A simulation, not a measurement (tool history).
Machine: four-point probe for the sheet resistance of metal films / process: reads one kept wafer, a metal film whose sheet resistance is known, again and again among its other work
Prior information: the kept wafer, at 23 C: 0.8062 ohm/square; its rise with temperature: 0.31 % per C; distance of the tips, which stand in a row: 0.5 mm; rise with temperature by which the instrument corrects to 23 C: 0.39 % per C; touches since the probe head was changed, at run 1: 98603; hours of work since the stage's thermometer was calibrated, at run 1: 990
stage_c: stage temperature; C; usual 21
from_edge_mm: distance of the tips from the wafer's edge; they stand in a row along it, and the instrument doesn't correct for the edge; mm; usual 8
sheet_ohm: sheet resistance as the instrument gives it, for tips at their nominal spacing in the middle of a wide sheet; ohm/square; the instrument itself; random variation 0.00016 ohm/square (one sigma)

| run | hour | stage_c | from_edge_mm | touches since the probe head was changed | hours of work since the stage's thermometer was calibrated | sheet_ohm |
|---|---|---|---|---|---|---|
| 1 | 0 | 21 | 8 | 98603 | 990 | 0.810582 |
| 2 | 120.4 | 29 | 8 | 103231 | 1085 | 0.805844 |
| 3 | 210.4 | 29 | 8 | 106690 | 1156 | 0.805862 |
| 4 | 272.4 | 29 | 8 | 109072 | 1205 | 0.805644 |
| 5 | 335.2 | 29 | 8 | 111489 | 1255 | 0.80588 |
| 6 | 464.6 | 21 | 8 | 116459 | 1358 | 0.81094 |
| 7 | 596.1 | 21 | 8 | 121516 | 1462 | 0.811119 |
| 8 | 706.3 | 21 | 4 | 125751 | 1549 | 0.816504 |
|  | 825.4 | stage's thermometer calibrated |
| 9 | 835.7 | 21 | 4 | 130707 | 8 | 0.817557 |
| 10 | 912.9 | 22 | 8 | 133674 | 69 | 0.811564 |
| 11 | 994.3 | 21 | 8 | 136803 | 134 | 0.812564 |
| 12 | 1087 | 21 | 8 | 140367 | 207 | 0.812431 |
| 13 | 1217.5 | 21 | 8 | 145380 | 311 | 0.812203 |
| 14 | 1275.3 | 21 | 8 | 147603 | 356 | 0.812656 |
| 15 | 1405 | 34 | 30 | 152589 | 459 | 0.803279 |
| 16 | 1469.8 | 28 | 51 | 155079 | 510 | 0.806751 |
| 17 | 1553.1 | 21 | 43 | 158281 | 576 | 0.811541 |
| 18 | 1667.1 | 21 | 43 | 162662 | 667 | 0.811155 |
| 19 | 1741.2 | 26 | 59 | 165510 | 725 | 0.808176 |
| 20 | 1811.7 | 28 | 4 | 168222 | 781 | 0.813754 |
| 21 | 1899.1 | 32 | 12 | 171580 | 851 | 0.805602 |
| 22 | 2008.3 | 21 | 6 | 175780 | 937 | 0.81457 |
| 23 | 2114 | 22 | 16 | 179841 | 1021 | 0.811536 |
| 24 | 2180 | 22 | 16 | 182379 | 1073 | 0.811643 |
| 25 | 2236.7 | 32 | 69 | 184559 | 1118 | 0.805148 |
| 26 | 2297.3 | 24 | 13 | 186886 | 1166 | 0.810825 |
| 27 | 2376.2 | 18 | 13 | 189919 | 1228 | 0.814489 |
| 28 | 2505.6 | 18 | 13 | 194892 | 1331 | 0.814999 |

Forecast each of these 3 alternatives for the next run:
| A | 2584.9 | 21 | 53 | 197943 | 1394 | ? |
| B | 2584.9 | 31 | 7 | 197943 | 1394 | ? |
| C | 2584.9 | 19 | 8 | 197943 | 1394 | ? |

| run | sheet_ohm |
|---|---|
| A | 0.812177 |
| B | 0.808554 |
| C | 0.815155 |
Without the tool's unlogged condition, the same runs would have read:
| run | sheet_ohm |
|---|---|
| A | 0.807406 |
| B | 0.80378 |
| C | 0.810373 |
